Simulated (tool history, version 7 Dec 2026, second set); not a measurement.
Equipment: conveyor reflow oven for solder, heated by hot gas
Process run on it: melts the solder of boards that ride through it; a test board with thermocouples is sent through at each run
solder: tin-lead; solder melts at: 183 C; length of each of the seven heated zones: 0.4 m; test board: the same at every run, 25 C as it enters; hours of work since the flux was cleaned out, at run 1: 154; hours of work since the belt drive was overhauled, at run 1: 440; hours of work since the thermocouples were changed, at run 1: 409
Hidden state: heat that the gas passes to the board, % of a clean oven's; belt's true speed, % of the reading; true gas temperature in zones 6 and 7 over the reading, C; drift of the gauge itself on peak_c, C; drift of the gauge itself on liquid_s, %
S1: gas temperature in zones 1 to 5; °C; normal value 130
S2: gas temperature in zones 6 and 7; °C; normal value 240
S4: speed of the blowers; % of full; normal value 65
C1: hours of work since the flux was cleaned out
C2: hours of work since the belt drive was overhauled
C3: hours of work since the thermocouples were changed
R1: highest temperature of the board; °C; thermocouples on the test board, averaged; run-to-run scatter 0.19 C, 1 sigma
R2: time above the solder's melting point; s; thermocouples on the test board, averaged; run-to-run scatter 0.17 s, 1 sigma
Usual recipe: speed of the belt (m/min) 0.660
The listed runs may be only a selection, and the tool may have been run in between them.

run 1 hour=0.0 | S1=130 S2=240 speed_of_the_belt_(m/min)=0.660 S4=65 | C1=154 C2=440 C3=409 | R1=214.4 R2=48.6
run 2 hour=19.9 | S1=143 S2=240 speed_of_the_belt_(m/min)=0.660 S4=65 | C1=168 C2=454 C3=423 | R1=217.4 R2=55.4
run 3 hour=45.7 | S1=130 S2=240 speed_of_the_belt_(m/min)=0.607 S4=65 | C1=186 C2=472 C3=441 | R1=216.6 R2=56.1
run 4 hour=60.0 | S1=130 S2=240 speed_of_the_belt_(m/min)=0.607 S4=65 | C1=196 C2=482 C3=451 | R1=216.9 R2=55.8
run 5 hour=77.1 | S1=130 S2=240 speed_of_the_belt_(m/min)=0.607 S4=65 | C1=208 C2=494 C3=463 | R1=217.0 R2=55.7
run 6 hour=89.6 | S1=130 S2=240 speed_of_the_belt_(m/min)=0.607 S4=65 | C1=217 C2=503 C3=472 | R1=216.7 R2=56.1
run 7 hour=102.0 | S1=130 S2=240 speed_of_the_belt_(m/min)=0.607 S4=65 | C1=226 C2=512 C3=480 | R1=216.5 R2=55.6
run 8 hour=125.9 | S1=130 S2=240 speed_of_the_belt_(m/min)=0.607 S4=65 | C1=242 C2=528 C3=497 | R1=216.1 R2=55.6
run 9 hour=138.5 | S1=130 S2=240 speed_of_the_belt_(m/min)=0.607 S4=65 | C1=251 C2=537 C3=506 | R1=216.5 R2=55.3
run 10 hour=154.9 | S1=130 S2=240 speed_of_the_belt_(m/min)=0.607 S4=65 | C1=263 C2=549 C3=517 | R1=216.2 R2=55.4
run 11 hour=176.9 | S1=130 S2=240 speed_of_the_belt_(m/min)=0.607 S4=65 | C1=278 C2=564 C3=533 | R1=216.1 R2=55.1
-- hour=191.1 thermocouples of zones 6 and 7 changed
run 12 hour=195.2 | S1=130 S2=240 speed_of_the_belt_(m/min)=0.607 S4=57 | C1=290 C2=576 C3=3 | R1=214.0 R2=52.6
run 13 hour=218.4 | S1=130 S2=240 speed_of_the_belt_(m/min)=0.607 S4=57 | C1=306 C2=592 C3=19 | R1=213.6 R2=52.7
run 14 hour=237.5 | S1=130 S2=240 speed_of_the_belt_(m/min)=0.607 S4=57 | C1=319 C2=605 C3=33 | R1=213.4 R2=52.6
run 15 hour=261.4 | S1=130 S2=240 speed_of_the_belt_(m/min)=0.607 S4=57 | C1=336 C2=622 C3=49 | R1=213.6 R2=52.3
run 16 hour=277.9 | S1=130 S2=252 speed_of_the_belt_(m/min)=0.607 S4=57 | C1=348 C2=634 C3=61 | R1=223.2 R2=60.8
run 17 hour=302.5 | S1=126 S2=240 speed_of_the_belt_(m/min)=0.660 S4=65 | C1=365 C2=651 C3=78 | R1=212.0 R2=45.8
run 18 hour=320.4 | S1=126 S2=239 speed_of_the_belt_(m/min)=0.660 S4=56 | C1=377 C2=663 C3=91 | R1=206.6 R2=40.0
-- hour=327.4 flux residue cleaned out of gas plates and filters
run 19 hour=349.5 | S1=130 S2=240 speed_of_the_belt_(m/min)=0.660 S4=51 | C1=15 C2=680 C3=108 | R1=208.5 R2=42.8
run 20 hour=368.0 | S1=130 S2=248 speed_of_the_belt_(m/min)=0.664 S4=86 | C1=28 C2=693 C3=121 | R1=229.7 R2=60.1
run 21 hour=384.7 | S1=130 S2=248 speed_of_the_belt_(m/min)=0.664 S4=86 | C1=40 C2=705 C3=132 | R1=229.5 R2=60.3
run 22 hour=408.5 | S1=130 S2=240 speed_of_the_belt_(m/min)=0.660 S4=60 | C1=57 C2=722 C3=149 | R1=212.6 R2=47.5
run 23 hour=428.5 | S1=130 S2=240 speed_of_the_belt_(m/min)=0.762 S4=54 | C1=71 C2=736 C3=163 | R1=203.0 R2=30.6
run 24 hour=441.1 | S1=130 S2=240 speed_of_the_belt_(m/min)=0.762 S4=54 | C1=80 C2=745 C3=172 | R1=203.0 R2=30.5
run 25 hour=463.3 | S1=118 S2=240 speed_of_the_belt_(m/min)=0.762 S4=65 | C1=95 C2=760 C3=187 | R1=205.3 R2=31.3
run 26 hour=476.8 | S1=118 S2=230 speed_of_the_belt_(m/min)=0.762 S4=69 | C1=105 C2=770 C3=197 | R1=199.5 R2=25.6
run 27 hour=501.8 | S1=116 S2=254 speed_of_the_belt_(m/min)=0.717 S4=67 | C1=122 C2=787 C3=214 | R1=220.0 R2=45.5
run 28 hour=519.7 | S1=130 S2=248 speed_of_the_belt_(m/min)=0.734 S4=65 | C1=135 C2=800 C3=227 | R1=216.7 R2=45.0
run 29 hour=534.6 | S1=132 S2=248 speed_of_the_belt_(m/min)=0.734 S4=77 | C1=145 C2=810 C3=237 | R1=221.8 R2=50.0
run 30 hour=550.5 | S1=141 S2=248 speed_of_the_belt_(m/min)=0.767 S4=77 | C1=157 C2=821 C3=249 | R1=221.9 R2=50.1

What if the next run were any one of these 4? Each begins from the tool's condition after run 30:
run A hour=569.5 | S1=121 S2=236 speed_of_the_belt_(m/min)=0.599 S4=77 | C1=170 C2=835 C3=262 | R1=? R2=?
run B hour=569.5 | S1=141 S2=249 speed_of_the_belt_(m/min)=0.554 S4=77 | C1=170 C2=835 C3=262 | R1=? R2=?
run C hour=569.5 | S1=130 S2=240 speed_of_the_belt_(m/min)=0.636 S4=65 | C1=170 C2=835 C3=262 | R1=? R2=?
run D hour=569.5 | S1=144 S2=248 speed_of_the_belt_(m/min)=0.767 S4=73 | C1=170 C2=835 C3=262 | R1=? R2=?

run=A R1=216.9 R2=55.6
run=B R1=234.1 R2=78.8
run=C R1=215.2 R2=52.1
run=D R1=220.9 R2=50.4
What these runs would have given with no unlogged condition in the tool:
run=A R1=219.2 R2=56.9
run=B R1=236.2 R2=78.8
run=C R1=217.3 R2=53.3
run=D R1=223.2 R2=51.2
